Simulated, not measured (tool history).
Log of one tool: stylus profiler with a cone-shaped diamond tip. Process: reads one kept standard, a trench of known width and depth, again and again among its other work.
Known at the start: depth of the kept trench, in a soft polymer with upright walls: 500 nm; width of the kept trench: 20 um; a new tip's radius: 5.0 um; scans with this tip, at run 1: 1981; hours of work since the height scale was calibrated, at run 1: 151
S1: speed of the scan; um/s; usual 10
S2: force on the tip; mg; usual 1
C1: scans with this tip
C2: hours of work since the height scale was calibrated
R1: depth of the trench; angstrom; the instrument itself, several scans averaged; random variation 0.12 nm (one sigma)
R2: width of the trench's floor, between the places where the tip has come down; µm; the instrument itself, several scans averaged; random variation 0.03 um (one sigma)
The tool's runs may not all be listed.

| run | hour | S1 | S2 | C1 | C2 | R1 | R2 |
|---|---|---|---|---|---|---|---|
| 1 | 0 | 10 | 1 | 1981 | 151 | 5019.8 | 15.55 |
| 2 | 12 | 10 | 1 | 2092 | 160 | 5022.5 | 15.54 |
| 3 | 32.2 | 10 | 1 | 2279 | 174 | 5022.6 | 15.57 |
| 4 | 58.4 | 10 | 1 | 2522 | 192 | 5022.1 | 15.44 |
| 5 | 75.5 | 10 | 1 | 2679 | 204 | 5021 | 15.54 |
| 6 | 91.2 | 10 | 1 | 2825 | 216 | 5023.6 | 15.56 |
|  | 94.1 | height scale calibrated on a step standard |
| 7 | 114.8 | 10 | 1 | 3038 | 15 | 5021.7 | 15.53 |
| 8 | 135.2 | 10 | 1 | 3227 | 29 | 5021.8 | 15.55 |

Run 9 comes next. What will it give?
| 9 | 157.1 | 10 | 1 | 3429 | 44 | ? | ? |

R1: 5023.5 angstrom
R2: 15.52 µm
Without the tool's hidden state the same run would have given R1 5019.1 angstrom, R2 15.6 µm.
